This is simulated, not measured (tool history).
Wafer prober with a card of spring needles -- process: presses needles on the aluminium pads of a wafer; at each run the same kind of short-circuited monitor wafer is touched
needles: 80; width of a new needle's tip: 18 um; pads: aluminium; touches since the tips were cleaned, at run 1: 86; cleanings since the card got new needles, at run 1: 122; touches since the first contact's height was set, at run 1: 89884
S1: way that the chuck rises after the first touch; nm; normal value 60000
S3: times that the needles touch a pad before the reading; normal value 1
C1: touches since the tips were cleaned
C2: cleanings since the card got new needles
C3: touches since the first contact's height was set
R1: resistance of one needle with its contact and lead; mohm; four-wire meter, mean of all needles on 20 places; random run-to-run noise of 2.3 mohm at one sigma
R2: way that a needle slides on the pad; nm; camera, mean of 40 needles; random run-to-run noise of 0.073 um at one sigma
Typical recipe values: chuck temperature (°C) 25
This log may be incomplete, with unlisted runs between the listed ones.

Run 1, hour 0: usual settings; C1 86; C2 122; C3 89884. Result: R1 273 mohm, R2 9750 nm.
At hour 5.7: tips cleaned on abrasive film.
At hour 11.4: tips cleaned on abrasive film.
At hour 17.1: tips cleaned on abrasive film.
Run 2, hour 21.3: usual settings; C1 1685; C2 125; C3 98308. Result: R1 289 mohm, R2 9700 nm.
At hour 24.2: tips cleaned on abrasive film.
At hour 29.9: tips cleaned on abrasive film.
Run 3, hour 34.8: usual settings; C1 2000; C2 127; C3 103674. Result: R1 292 mohm, R2 9600 nm.
At hour 36.3: tips cleaned on abrasive film.
At hour 42.9: tips cleaned on abrasive film.
At hour 49.9: tips cleaned on abrasive film.
At hour 55.6: tips cleaned on abrasive film.
Run 4, hour 55.6: usual settings but S1 42000 nm; C1 29; C2 131; C3 111857. Result: R1 281 mohm, R2 6510 nm.
At hour 62.6: tips cleaned on abrasive film.
Run 5, hour 67.7: usual settings but S1 42000 nm; C1 2054; C2 132; C3 116672. Result: R1 333 mohm, R2 6450 nm.
At hour 69.2: tips cleaned on abrasive film.
At hour 76.2: tips cleaned on abrasive film.
At hour 83.1: tips cleaned on abrasive film.
At hour 89.5: tips cleaned on abrasive film.
Run 6, hour 91.8: usual settings but S1 42000 nm; C1 940; C2 136; C3 126185. Result: R1 315 mohm, R2 6430 nm.
At hour 96.1: tips cleaned on abrasive film.
At hour 102.5: tips cleaned on abrasive film.
Run 7, hour 104.7: usual settings but S1 42000 nm; C1 859; C2 138; C3 131265. Result: R1 315 mohm, R2 6330 nm.
At hour 108.6: tips cleaned on abrasive film.
At hour 114.3: tips cleaned on abrasive film.
At hour 121: tips cleaned on abrasive film.
Run 8, hour 124.2: usual settings but S1 42000 nm; C1 1310; C2 141; C3 138999. Result: R1 328 mohm, R2 6330 nm.
At hour 126.9: tips cleaned on abrasive film.
At hour 133.3: tips cleaned on abrasive film.
At hour 139.9: tips cleaned on abrasive film.
Run 9, hour 141.8: usual settings but S1 42000 nm; C1 742; C2 144; C3 145913. Result: R1 311 mohm, R2 6270 nm.
At hour 146: tips cleaned on abrasive film.
At hour 152.7: tips cleaned on abrasive film.
At hour 159.2: tips cleaned on abrasive film.
Run 10, hour 159.2: usual settings but S1 42000 nm; C1 0; C2 147; C3 152786. Result: R1 291 mohm, R2 6340 nm.
At hour 165.8: tips cleaned on abrasive film.
At hour 172.8: tips cleaned on abrasive film.
At hour 179.6: tips cleaned on abrasive film.
Run 11, hour 182.9: usual settings but S1 42000 nm; C1 1340; C2 150; C3 162189. Result: R1 326 mohm, R2 6210 nm.
At hour 185.4: tips cleaned on abrasive film.
At hour 192.1: tips cleaned on abrasive film.
At hour 198.3: tips cleaned on abrasive film.
Run 12, hour 199.8: usual settings; C1 608; C2 153; C3 168842. Result: R1 279 mohm, R2 9400 nm.
At hour 204: tips cleaned on abrasive film.
At hour 210.3: tips cleaned on abrasive film.
At hour 217.3: tips cleaned on abrasive film.
Run 13, hour 220.5: usual settings; C1 1278; C2 156; C3 177051. Result: R1 295 mohm, R2 9180 nm.
At hour 223.4: tips cleaned on abrasive film.
At hour 230.5: tips cleaned on abrasive film.
At hour 237.2: tips cleaned on abrasive film.
Run 14, hour 242.6: usual settings but S3 3; C1 2151; C2 159; C3 185781. Result: R1 280 mohm, R2 9020 nm.
At hour 244.1: tips cleaned on abrasive film.
At hour 249.8: tips cleaned on abrasive film.
At hour 256.5: tips cleaned on abrasive film.
Run 15, hour 259.8: usual settings but S1 69000 nm, chuck temperature (°C) 46; C1 1351; C2 162; C3 192591. Result: R1 290 mohm, R2 10820 nm.
At hour 262.5: tips cleaned on abrasive film.
At hour 268.2: tips cleaned on abrasive film.
At hour 273.9: tips cleaned on abrasive film.
Run 16, hour 277.2: usual settings but S1 44000 nm, chuck temperature (°C) 31; C1 1318; C2 165; C3 199437. Result: R1 338 mohm, R2 6260 nm.
At hour 279.7: tips cleaned on abrasive film.
At hour 286.7: tips cleaned on abrasive film.
At hour 293.6: tips cleaned on abrasive film.
At hour 295.3: height of the first contact set anew.
At hour 300.7: tips cleaned on abrasive film.
Run 17, hour 301.5: usual settings but S1 44000 nm, chuck temperature (°C) 31; C1 334; C2 169; C3 2476. Result: R1 295 mohm, R2 7360 nm.
At hour 307.2: tips cleaned on abrasive film.
At hour 313.6: tips cleaned on abrasive film.
At hour 320.2: tips cleaned on abrasive film.
Run 18, hour 321: usual settings but S1 44000 nm, chuck temperature (°C) 31; C1 332; C2 172; C3 10180. Result: R1 289 mohm, R2 7390 nm.
At hour 326.4: tips cleaned on abrasive film.
At hour 333.4: tips cleaned on abrasive film.
Run 19, hour 337.9: usual settings but S1 44000 nm, chuck temperature (°C) 31; C1 1827; C2 174; C3 16881. Result: R1 325 mohm, R2 7560 nm.
At hour 339.4: tips cleaned on abrasive film.
At hour 346: tips cleaned on abrasive film.
At hour 352: tips cleaned on abrasive film.
Run 20, hour 352: usual settings but S1 44000 nm, chuck temperature (°C) 31; C1 0; C2 177; C3 22396. Result: R1 285 mohm, R2 7380 nm.
At hour 359.1: tips cleaned on abrasive film.
At hour 365.7: tips cleaned on abrasive film.
Run 21, hour 371.2: usual settings but chuck temperature (°C) 40, S3 2; C1 2228; C2 179; C3 30041. Result: R1 289 mohm, R2 10100 nm.
At hour 372.7: tips cleaned on abrasive film.
At hour 378.4: tips cleaned on abrasive film.
At hour 385.1: tips cleaned on abrasive film.
At hour 392.1: tips cleaned on abrasive film.
Run 22, hour 393.2: usual settings but S1 46000 nm, chuck temperature (°C) 120, S3 2; C1 460; C2 183; C3 38711. Result: R1 319 mohm, R2 7560 nm.
At hour 398: tips cleaned on abrasive film.
At hour 404.3: tips cleaned on abrasive film.
Run 23, hour 409.2: usual settings but S1 46000 nm, chuck temperature (°C) 120, S3 2; C1 1947; C2 185; C3 45042. Result: R1 334 mohm, R2 7610 nm.
At hour 410.4: tips cleaned on abrasive film.
At hour 416.1: tips cleaned on abrasive film.
At hour 422.7: tips cleaned on abrasive film.
At hour 429.6: tips cleaned on abrasive film.
Run 24, hour 431: usual settings but S1 74000 nm, chuck temperature (°C) 32; C1 575; C2 189; C3 53647. Result: R1 271 mohm, R2 12240 nm.
At hour 435.4: tips cleaned on abrasive film.
At hour 441.6: tips cleaned on abrasive film.
Run 25, hour 441.6: usual settings but S1 61000 nm, chuck temperature (°C) 32, S3 3; C1 0; C2 191; C3 57836. Result: R1 274 mohm, R2 9950 nm.

Measured minus without-hidden-state, run by run (identical run-to-run variation in each term; gauge scatter may differ):
Hidden conditions of the tool in this case: debris on the tips, nm; way that the needles fall short of the set height, um; tips' diameter, um; drift of the gauge itself on contact_mohm, %; drift of the gauge itself on scrub_um, %.
run   R1     R2
  1   +7   -540
  2  +26   -590
  3  +30   -610
  4  +11   -680
  5  +61   -690
  6  +45   -750
  7  +42   -770
  8  +53   -820
  9  +38   -860
 10  +15   -910
 11  +56   -940
 12  +18   -990
 13  +26  -1030
 14  +16  -1070
 15  +23  -1130
 16  +61  -1170
 17  +19    -10
 18  +17    -40
 19  +49    -70
 20  +10   -120
 21  +20   -150
 22  +18   -220
 23  +31   -240
 24  +11   -300
 25   +6   -320
